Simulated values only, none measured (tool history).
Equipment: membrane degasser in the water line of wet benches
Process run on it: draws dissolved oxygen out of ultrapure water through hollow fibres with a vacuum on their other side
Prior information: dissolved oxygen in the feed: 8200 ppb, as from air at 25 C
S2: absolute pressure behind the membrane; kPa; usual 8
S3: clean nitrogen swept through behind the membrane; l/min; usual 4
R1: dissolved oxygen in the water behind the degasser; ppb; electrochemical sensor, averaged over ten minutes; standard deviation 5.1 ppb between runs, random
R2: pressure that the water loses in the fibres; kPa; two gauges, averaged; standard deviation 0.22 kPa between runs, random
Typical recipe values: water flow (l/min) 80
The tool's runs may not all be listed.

run 1 hour=0 | water_flow_(l/min)=80 S2=8 S3=4 | R1=560.2 R2=54.5
run 2 hour=140.2 | water_flow_(l/min)=80 S2=8 S3=4 | R1=560.2 R2=54.01
run 3 hour=301.7 | water_flow_(l/min)=80 S2=8 S3=4 | R1=563.3 R2=54.21
run 4 hour=383.5 | water_flow_(l/min)=80 S2=8 S3=4 | R1=577.5 R2=54.32
run 5 hour=579.3 | water_flow_(l/min)=80 S2=8 S3=3.4 | R1=595.7 R2=54.35
run 6 hour=773.3 | water_flow_(l/min)=80 S2=8 S3=3.4 | R1=602 R2=54.22
run 7 hour=892.8 | water_flow_(l/min)=80 S2=8 S3=3.4 | R1=612.9 R2=54.85
run 8 hour=1037.2 | water_flow_(l/min)=80 S2=19.22 S3=4 | R1=994.2 R2=54.44
run 9 hour=1169.8 | water_flow_(l/min)=80 S2=8 S3=4 | R1=565.9 R2=54.81
run 10 hour=1343 | water_flow_(l/min)=80 S2=8 S3=4 | R1=560.7 R2=54.51
run 11 hour=1458.5 | water_flow_(l/min)=80 S2=8 S3=4 | R1=565.2 R2=54.93
run 12 hour=1583 | water_flow_(l/min)=80 S2=8 S3=4 | R1=564.2 R2=54.48
run 13 hour=1704.4 | water_flow_(l/min)=80 S2=8 S3=4 | R1=579.5 R2=54.86
run 14 hour=1812.9 | water_flow_(l/min)=80 S2=8 S3=4 | R1=578.9 R2=55.07
run 15 hour=1920.3 | water_flow_(l/min)=60 S2=8.14 S3=11.45 | R1=325.7 R2=41.14
run 16 hour=2071.1 | water_flow_(l/min)=80 S2=5.91 S3=11.55 | R1=430.4 R2=54.94
run 17 hour=2248.4 | water_flow_(l/min)=106 S2=8.01 S3=5.86 | R1=702.2 R2=72.75
run 18 hour=2414.9 | water_flow_(l/min)=106 S2=8.01 S3=5.86 | R1=716 R2=72.98
run 19 hour=2563.8 | water_flow_(l/min)=106 S2=8.01 S3=5.86 | R1=714.9 R2=72.86
run 20 hour=2758.8 | water_flow_(l/min)=117 S2=17.6 S3=4 | R1=1316.1 R2=80.48
run 21 hour=2842.4 | water_flow_(l/min)=80 S2=5.8 S3=4.76 | R1=486.8 R2=55.18
run 22 hour=3010.7 | water_flow_(l/min)=80 S2=12.83 S3=3.06 | R1=871.5 R2=55.02
run 23 hour=3179.8 | water_flow_(l/min)=56 S2=8.55 S3=11.62 | R1=300.6 R2=38.6
run 24 hour=3362.8 | water_flow_(l/min)=91 S2=17.96 S3=11.62 | R1=700.5 R2=62.91
run 25 hour=3542.2 | water_flow_(l/min)=114 S2=12.14 S3=10.56 | R1=776.7 R2=79.14
run 26 hour=3657.5 | water_flow_(l/min)=56 S2=12.14 S3=1.9 | R1=750.8 R2=38.74
run 27 hour=3786.8 | water_flow_(l/min)=56 S2=12.14 S3=1.9 | R1=764 R2=38.42
run 28 hour=3941.2 | water_flow_(l/min)=80 S2=8 S3=2.82 | R1=655.5 R2=55.43

Removed from this log: 2 entries logged between the listed runs. Between which two listed runs does each belong, and how does the tool's hidden state at the listed run before it compare with that at the listed run after it?
In the gap between runs 4 and 5: vacuum gauge calibrated (hour 579.3)
  membrane still open, %: 95.1 -> 95; true pressure behind the membrane over the reading, kPa: 0.1 -> -0.01; air that leaks in behind the membrane, l/min: 0.0172 -> 0.0175
  measured value less the no-hidden-state value, R1: +57.4 -> +52.9 ppb; R2: +2.64 -> +2.71 kPa
In the gap between runs 9 and 10: seals of the vacuum lines changed (hour 1338.6)
  membrane still open, %: 94.7 -> 94.6; air that leaks in behind the membrane, l/min: 0.0186 -> 0.0034
  measured value less the no-hidden-state value, R1: +57.2 -> +57.3 ppb; R2: +2.89 -> +2.93 kPa
